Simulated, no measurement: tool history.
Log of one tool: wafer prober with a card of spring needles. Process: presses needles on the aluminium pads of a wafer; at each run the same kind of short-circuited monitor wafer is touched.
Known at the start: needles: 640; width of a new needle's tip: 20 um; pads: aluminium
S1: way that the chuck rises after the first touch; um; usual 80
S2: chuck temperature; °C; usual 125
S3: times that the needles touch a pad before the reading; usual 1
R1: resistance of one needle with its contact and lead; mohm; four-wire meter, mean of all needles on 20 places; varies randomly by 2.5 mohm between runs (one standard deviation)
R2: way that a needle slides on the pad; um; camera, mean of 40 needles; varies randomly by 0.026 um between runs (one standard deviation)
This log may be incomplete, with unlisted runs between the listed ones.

{"run": 1, "hour": 0.0, "S1": 80, "S2": 125, "S3": 1, "R1": 278, "R2": 11.08}
{"run": 2, "hour": 9.3, "S1": 82, "S2": 125, "S3": 1, "R1": 283, "R2": 11.34}
{"run": 3, "hour": 17.8, "S1": 88, "S2": 125, "S3": 1, "R1": 281, "R2": 12.18}
{"run": 4, "hour": 27.5, "S1": 80, "S2": 125, "S3": 1, "R1": 284, "R2": 11}
{"run": 5, "hour": 42.1, "S1": 80, "S2": 87, "S3": 1, "R1": 271, "R2": 11.06}
{"run": 6, "hour": 54.5, "S1": 80, "S2": 87, "S3": 1, "R1": 273, "R2": 11.11}
{"run": 7, "hour": 64.7, "S1": 80, "S2": 125, "S3": 2, "R1": 284, "R2": 11.11}
{"run": 8, "hour": 79.9, "S1": 80, "S2": 125, "S3": 2, "R1": 283, "R2": 11.08}
{"run": 9, "hour": 94.0, "S1": 80, "S2": 125, "S3": 2, "R1": 287, "R2": 11.12}
{"run": 10, "hour": 103.0, "S1": 80, "S2": 58, "S3": 1, "R1": 257, "R2": 11.1}
{"run": 11, "hour": 114.9, "S1": 80, "S2": 58, "S3": 1, "R1": 266, "R2": 11.12}
{"run": 12, "hour": 123.9, "S1": 80, "S2": 125, "S3": 1, "R1": 288, "R2": 11.13}
{"run": 13, "hour": 137.5, "S1": 65, "S2": 125, "S3": 1, "R1": 294, "R2": 9}
{"run": 14, "hour": 151.3, "S1": 80, "S2": 125, "S3": 2, "R1": 281, "R2": 11.11}
{"run": 15, "hour": 163.6, "S1": 80, "S2": 125, "S3": 1, "R1": 289, "R2": 11.15}
{"run": 16, "hour": 172.9, "S1": 80, "S2": 125, "S3": 1, "R1": 283, "R2": 11.13}
{"run": 17, "hour": 180.0, "S1": 80, "S2": 125, "S3": 1, "R1": 284, "R2": 11.15}
{"run": 18, "hour": 191.1, "S1": 80, "S2": 125, "S3": 1, "R1": 282, "R2": 11.17}
{"run": 19, "hour": 204.2, "S1": 69, "S2": 66, "S3": 2, "R1": 271, "R2": 9.64}
{"run": 20, "hour": 213.2, "S1": 62, "S2": 35, "S3": 3, "R1": 264, "R2": 8.64}
{"run": 21, "hour": 225.1, "S1": 62, "S2": 40, "S3": 2, "R1": 271, "R2": 8.67}
{"run": 22, "hour": 232.2, "S1": 80, "S2": 118, "S3": 1, "R1": 284, "R2": 11.17}
{"run": 23, "hour": 240.8, "S1": 80, "S2": 90, "S3": 1, "R1": 275, "R2": 11.21}
{"run": 24, "hour": 247.4, "S1": 80, "S2": 125, "S3": 2, "R1": 282, "R2": 11.23}
{"run": 25, "hour": 253.9, "S1": 80, "S2": 125, "S3": 2, "R1": 281, "R2": 11.2}
{"run": 26, "hour": 265.0, "S1": 80, "S2": 125, "S3": 2, "R1": 282, "R2": 11.23}
{"run": 27, "hour": 271.4, "S1": 80, "S2": 125, "S3": 2, "R1": 286, "R2": 11.2}
{"run": 28, "hour": 284.1, "S1": 80, "S2": 125, "S3": 2, "R1": 287, "R2": 11.25}
{"run": 29, "hour": 292.6, "S1": 77, "S2": 29, "S3": 1, "R1": 256, "R2": 10.84}
{"run": 30, "hour": 306.7, "S1": 72, "S2": 29, "S3": 3, "R1": 254, "R2": 10.11}
{"run": 31, "hour": 317.4, "S1": 84, "S2": 27, "S3": 1, "R1": 247, "R2": 11.75}
{"run": 32, "hour": 328.6, "S1": 77, "S2": 28, "S3": 2, "R1": 256, "R2": 10.84}
{"run": 33, "hour": 342.1, "S1": 77, "S2": 28, "S3": 2, "R1": 258, "R2": 10.81}
{"run": 34, "hour": 349.8, "S1": 69, "S2": 40, "S3": 1, "R1": 262, "R2": 9.75}
{"run": 35, "hour": 359.8, "S1": 64, "S2": 77, "S3": 2, "R1": 278, "R2": 8.96}

Put back what was entered between runs (17 entries, withheld): which listed runs does each sit between, and how does the hidden state differ from the listed run before to the listed run after?
After run 2, before run 3: tips cleaned on abrasive film (hour 16.5)
  debris on the tips, nm: 0.6 -> 0.1; drift of the gauge itself on scrub_um, %: 0.06 -> 0.11
  measured minus no-state result, R2: +0.01 -> +0.02 um
After run 4, before run 5: tips cleaned on abrasive film (hour 37.9)
  debris on the tips, nm: 0.5 -> 0.3; drift of the gauge itself on scrub_um, %: 0.17 -> 0.26
  measured minus no-state result, R2: +0.02 -> +0.03 um
After run 6, before run 7: tips cleaned on abrasive film (hour 59.9)
  debris on the tips, nm: 0.7 -> 0.3; drift of the gauge itself on scrub_um, %: 0.33 -> 0.39
  measured minus no-state result, R2: +0.04 -> +0.05 um
After run 8, before run 9: tips cleaned on abrasive film (hour 81.1)
  debris on the tips, nm: 0.7 -> 0.6; drift of the gauge itself on scrub_um, %: 0.49 -> 0.57
  measured minus no-state result, R2: +0.06 -> +0.06 um
After run 9, before run 10: tips cleaned on abrasive film (hour 102.2)
  debris on the tips, nm: 0.6 -> 0.1; drift of the gauge itself on scrub_um, %: 0.57 -> 0.63
  measured minus no-state result, R2: +0.06 -> +0.07 um
After run 11, before run 12: tips cleaned on abrasive film (hour 123.5)
  debris on the tips, nm: 0.5 -> 0.1; drift of the gauge itself on scrub_um, %: 0.7 -> 0.76
  measured minus no-state result, R2: +0.08 -> +0.09 um
After run 13, before run 14: tips cleaned on abrasive film (hour 144.7)
  debris on the tips, nm: 0.6 -> 0.4; drift of the gauge itself on scrub_um, %: 0.84 -> 0.92
  measured minus no-state result, R2: +0.08 -> +0.1 um
After run 15, before run 16: tips cleaned on abrasive film (hour 165.8)
  debris on the tips, nm: 0.7 -> 0.4; drift of the gauge itself on scrub_um, %: 1 -> 1.05
  measured minus no-state result, R2: +0.11 -> +0.12 um
After run 17, before run 18: tips cleaned on abrasive film (hour 187.4)
  debris on the tips, nm: 0.6 -> 0.2; way that the needles fall short of the set height, um: 0 -> 0.01; drift of the gauge itself on scrub_um, %: 1.1 -> 1.17
  measured minus no-state result, R2: +0.12 -> +0.12 um
After run 19, before run 20: tips cleaned on abrasive film (hour 208.5)
  debris on the tips, nm: 0.7 -> 0.3; drift of the gauge itself on scrub_um, %: 1.25 -> 1.3
  measured minus no-state result, R2: +0.12 -> +0.12 um
After run 21, before run 22: tips cleaned on abrasive film (hour 229.6)
  debris on the tips, nm: 0.6 -> 0.2; drift of the gauge itself on scrub_um, %: 1.37 -> 1.42
  measured minus no-state result, R2: +0.12 -> +0.16 um
After run 24, before run 25: tips cleaned on abrasive film (hour 250.9)
  debris on the tips, nm: 0.7 -> 0.2; drift of the gauge itself on scrub_um, %: 1.51 -> 1.55
  measured minus no-state result, R2: +0.17 -> +0.17 um
After run 27, before run 28: tips cleaned on abrasive film (hour 272.8)
  debris on the tips, nm: 0.7 -> 0.5; drift of the gauge itself on scrub_um, %: 1.66 -> 1.73
  measured minus no-state result, R2: +0.18 -> +0.19 um
After run 29, before run 30: tips cleaned on abrasive film (hour 293.8)
  debris on the tips, nm: 0.7 -> 0.6; drift of the gauge itself on scrub_um, %: 1.79 -> 1.87
  measured minus no-state result, R2: +0.19 -> +0.18 um
After run 30, before run 31: tips cleaned on abrasive film (hour 315.4)
  debris on the tips, nm: 0.6 -> 0.2; drift of the gauge itself on scrub_um, %: 1.87 -> 1.94
  measured minus no-state result, R2: +0.18 -> +0.22 um
After run 32, before run 33: tips cleaned on abrasive film (hour 337.1)
  debris on the tips, nm: 0.6 -> 0.3; drift of the gauge itself on scrub_um, %: 2.01 -> 2.09
  measured minus no-state result, R2: +0.21 -> +0.22 um
After run 34, before run 35: tips cleaned on abrasive film (hour 358)
  debris on the tips, nm: 0.6 -> 0.1; drift of the gauge itself on scrub_um, %: 2.13 -> 2.2
  measured minus no-state result, R2: +0.21 -> +0.2 um
